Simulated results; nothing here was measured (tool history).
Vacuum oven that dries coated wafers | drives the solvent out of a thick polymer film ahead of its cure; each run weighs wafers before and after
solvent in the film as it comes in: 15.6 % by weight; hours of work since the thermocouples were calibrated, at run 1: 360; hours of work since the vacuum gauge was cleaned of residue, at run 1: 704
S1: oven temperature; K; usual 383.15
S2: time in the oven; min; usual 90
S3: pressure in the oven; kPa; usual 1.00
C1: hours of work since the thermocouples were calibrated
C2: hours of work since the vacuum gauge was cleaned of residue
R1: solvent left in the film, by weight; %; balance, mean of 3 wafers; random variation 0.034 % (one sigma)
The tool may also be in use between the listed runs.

run,hour,S1,S2,S3,C1,C2,R1
1,0.0,383.15,90,1.00,360,704,1.80
2,15.8,383.15,90,1.00,368,712,1.82
3,32.7,383.15,90,1.00,376,720,1.75
4,41.0,383.15,135,1.00,380,724,1.24
5,53.5,383.15,93,1.00,387,731,1.75
6,66.2,383.15,90,3.42,393,737,3.73
7,82.9,383.15,90,3.42,402,746,3.85
8,92.7,383.15,90,0.65,407,751,1.49
9,108.3,383.15,102,1.00,415,759,1.52
10,121.6,383.15,90,1.00,421,765,1.78
11,131.6,383.15,90,1.00,426,770,1.80
12,148.4,389.15,90,1.00,435,779,1.19
13,162.6,389.15,90,1.00,442,786,1.14
14,177.3,383.15,90,0.90,449,794,1.67
# hour 180.4: oven's thermocouples calibrated
15,190.1,383.15,90,0.90,5,799,1.67
16,204.0,383.15,90,1.00,12,806,1.72
17,214.3,383.15,90,1.00,17,811,1.80
18,226.7,383.15,90,1.00,23,818,1.82
19,237.6,383.15,154,1.00,29,823,1.18
20,250.4,383.15,90,0.64,35,830,1.45
21,264.5,383.15,90,1.00,43,837,1.72
# hour 268.9: oven's thermocouples calibrated, once more
22,278.4,388.15,90,1.00,5,843,1.30
23,289.7,388.15,90,1.00,11,848,1.33
24,306.0,388.15,70,1.84,19,857,2.32
25,314.0,382.15,70,0.73,23,861,2.45
26,327.8,369.15,75,0.64,30,868,4.94
27,341.4,396.15,90,1.06,37,875,0.83
28,353.7,396.15,90,1.06,43,881,0.83
29,364.3,396.15,90,1.06,48,886,0.90
30,373.0,381.15,152,1.02,53,891,1.38
31,382.4,375.15,156,1.83,58,895,2.85
32,391.9,398.15,49,0.72,62,900,1.18
33,409.1,371.15,63,0.98,71,909,5.45
34,420.7,371.15,63,0.98,77,915,5.44
35,430.5,371.15,63,0.98,82,920,5.50
36,446.6,371.15,63,0.98,90,928,5.39
37,463.2,393.15,90,0.62,98,936,0.73
38,471.2,393.15,90,0.62,103,940,0.69
39,484.9,393.15,90,0.56,109,947,0.74
40,502.1,385.15,90,1.96,118,956,2.38
41,515.5,377.15,90,1.96,125,963,3.68
42,529.6,397.15,159,1.84,132,970,1.12
43,541.4,381.15,69,0.53,138,976,2.52
44,554.4,381.15,69,1.25,145,983,3.07
45,564.9,381.15,65,2.51,150,988,4.25

Forecast each of these 4 alternatives for the next run:
A,580.4,385.15,93,1.86,158,996,?
B,580.4,383.15,89,0.76,158,996,?
C,580.4,372.15,49,1.13,158,996,?
D,580.4,383.15,90,1.00,158,996,?

run,R1
A,2.18
B,1.63
C,6.42
D,1.89
Without the tool's hidden state the same runs would have given:
run,R1
A,1.99
B,1.44
C,6.25
D,1.70

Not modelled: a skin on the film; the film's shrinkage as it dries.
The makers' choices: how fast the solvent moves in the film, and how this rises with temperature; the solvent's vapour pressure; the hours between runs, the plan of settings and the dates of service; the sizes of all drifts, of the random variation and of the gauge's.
